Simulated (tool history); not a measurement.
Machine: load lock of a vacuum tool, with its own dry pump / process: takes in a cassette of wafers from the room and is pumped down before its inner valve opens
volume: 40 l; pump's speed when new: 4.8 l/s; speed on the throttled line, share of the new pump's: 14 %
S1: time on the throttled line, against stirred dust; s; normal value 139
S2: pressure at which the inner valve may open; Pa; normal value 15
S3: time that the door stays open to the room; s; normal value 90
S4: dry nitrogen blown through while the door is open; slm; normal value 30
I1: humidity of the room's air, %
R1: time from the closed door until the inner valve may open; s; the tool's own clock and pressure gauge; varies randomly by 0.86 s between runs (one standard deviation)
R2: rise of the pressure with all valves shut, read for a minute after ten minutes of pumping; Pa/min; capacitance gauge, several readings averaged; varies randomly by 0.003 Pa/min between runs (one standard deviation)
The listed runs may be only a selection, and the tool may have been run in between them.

Run 1, hour 0: usual settings; I1 48. Result: R1 196 s, R2 0.424 Pa/min.
Run 2, hour 86.1: usual settings; I1 43.9. Result: R1 195.5 s, R2 0.426 Pa/min.
Run 3, hour 194: usual settings; I1 42. Result: R1 194.9 s, R2 0.449 Pa/min.
Run 4, hour 298.5: usual settings but S2 21 Pa; I1 43.2. Result: R1 192.4 s, R2 0.446 Pa/min.
Run 5, hour 424.4: usual settings but S2 21 Pa; I1 43.2. Result: R1 191.2 s, R2 0.444 Pa/min.
Run 6, hour 509.1: usual settings; I1 49.7. Result: R1 196.1 s, R2 0.476 Pa/min.
Run 7, hour 618.2: usual settings; I1 42.9. Result: R1 195.6 s, R2 0.466 Pa/min.
Run 8, hour 712.5: usual settings; I1 40.5. Result: R1 194.7 s, R2 0.481 Pa/min.
Run 9, hour 795.4: usual settings but S2 17 Pa; I1 42.9. Result: R1 194.6 s, R2 0.495 Pa/min.
Run 10, hour 924.4: usual settings but S2 17 Pa; I1 44.8. Result: R1 194.7 s, R2 0.507 Pa/min.
At hour 1019.2: door's seal changed, seat wiped.
Run 11, hour 1051.5: usual settings but S2 17 Pa; I1 50.6. Result: R1 193 s, R2 0.031 Pa/min.
Run 12, hour 1157.8: usual settings but S2 17 Pa; I1 44.6. Result: R1 195 s, R2 0.023 Pa/min.
Run 13, hour 1272: usual settings but S2 12 Pa; I1 44.8. Result: R1 199.1 s, R2 0.023 Pa/min.
Run 14, hour 1373.3: usual settings but S4 39 slm; I1 44.3. Result: R1 195.8 s, R2 0.022 Pa/min.
Run 15, hour 1456.2: usual settings but S4 39 slm; I1 46.5. Result: R1 196.1 s, R2 0.036 Pa/min.
Run 16, hour 1562.7: usual settings but S1 177 s, S4 39 slm; I1 42.2. Result: R1 228.3 s, R2 0.024 Pa/min.
Run 17, hour 1668: usual settings but S1 177 s, S4 39 slm; I1 47. Result: R1 228.7 s, R2 0.032 Pa/min.
Run 18, hour 1767.4: usual settings; I1 44.6. Result: R1 196.4 s, R2 0.046 Pa/min.
Run 19, hour 1858.2: usual settings; I1 44.6. Result: R1 196.7 s, R2 0.037 Pa/min.
Run 20, hour 1924.7: usual settings but S2 21 Pa, S4 6 slm; I1 43.8. Result: R1 193 s, R2 0.076 Pa/min.
Run 21, hour 1992.5: usual settings but S1 74 s, S2 10 Pa; I1 49.5. Result: R1 145 s, R2 0.053 Pa/min.
Run 22, hour 2121.5: usual settings but S1 74 s, S2 10 Pa; I1 47. Result: R1 145 s, R2 0.045 Pa/min.
Run 23, hour 2213: usual settings but S1 111 s, S3 27 s, S4 11 slm; I1 43.8. Result: R1 173.8 s, R2 0.048 Pa/min.
Run 24, hour 2322.4: usual settings but S1 111 s, S3 27 s, S4 11 slm; I1 42. Result: R1 172.4 s, R2 0.052 Pa/min.
Run 25, hour 2383.9: usual settings but S1 111 s, S3 27 s, S4 11 slm; I1 44.7. Result: R1 171 s, R2 0.062 Pa/min.
Run 26, hour 2514: usual settings but S2 12 Pa, S3 66 s; I1 46.6. Result: R1 198.3 s, R2 0.058 Pa/min.
Run 27, hour 2658.6: usual settings but S2 21 Pa, S3 66 s; I1 43.3. Result: R1 192.8 s, R2 0.059 Pa/min.
Run 28, hour 2745.8: usual settings but S2 11 Pa, S3 114 s, S4 7 slm; I1 45.6. Result: R1 199.1 s, R2 0.114 Pa/min.
Run 29, hour 2863.9: usual settings but S1 230 s, S2 11 Pa, S3 163 s, S4 7 slm; I1 43.8. Result: R1 278 s, R2 0.117 Pa/min.
Run 30, hour 2929.4: usual settings but S1 230 s, S2 11 Pa, S3 163 s, S4 7 slm; I1 46.4. Result: R1 276.3 s, R2 0.123 Pa/min.
Run 31, hour 2996.7: usual settings but S1 230 s, S2 11 Pa, S3 163 s, S4 7 slm; I1 44. Result: R1 274.5 s, R2 0.127 Pa/min.
Run 32, hour 3142.1: usual settings but S4 20 slm; I1 47.4. Result: R1 196.2 s, R2 0.096 Pa/min.
Run 33, hour 3224: usual settings but S2 11 Pa, S4 28 slm; I1 48.1. Result: R1 200.8 s, R2 0.089 Pa/min.
Run 34, hour 3319.7: usual settings but S2 11 Pa, S4 28 slm; I1 43.8. Result: R1 199.3 s, R2 0.097 Pa/min.
Run 35, hour 3385.1: usual settings but S1 95 s, S3 44 s; I1 43.6. Result: R1 159.6 s, R2 0.095 Pa/min.
Run 36, hour 3458.9: usual settings but S1 95 s, S3 80 s, S4 18 slm; I1 52. Result: R1 160.6 s, R2 0.114 Pa/min.
Run 37, hour 3518.9: usual settings but S1 95 s, S3 80 s, S4 18 slm; I1 47.4. Result: R1 161.6 s, R2 0.109 Pa/min.

Below are 4 alternative next runs, each starting from the tool's condition after run 37. Predict each:
Run A, hour 3626.9: usual settings but S1 95 s, S3 80 s, S4 9 slm; I1 44.1. Result: R1 ?, R2 ?.
Run B, hour 3626.9: usual settings but S1 129 s, S3 116 s, S4 25 slm; I1 42.9. Result: R1 ?, R2 ?.
Run C, hour 3626.9: usual settings but S1 114 s, S3 80 s, S4 44 slm; I1 44.6. Result: R1 ?, R2 ?.
Run D, hour 3626.9: usual settings but S2 12 Pa; I1 45.6. Result: R1 ?, R2 ?.

run     R1     R2
  A  160.6  0.125
  B  189.8  0.112
  C  176.4  0.102
  D  199.8  0.108
Stripped of hidden state, with their random variation kept, the same runs would have yielded:
run     R1     R2
  A  155.9  0.038
  B  185.6  0.026
  C  172.1  0.015
  D  195.6  0.021

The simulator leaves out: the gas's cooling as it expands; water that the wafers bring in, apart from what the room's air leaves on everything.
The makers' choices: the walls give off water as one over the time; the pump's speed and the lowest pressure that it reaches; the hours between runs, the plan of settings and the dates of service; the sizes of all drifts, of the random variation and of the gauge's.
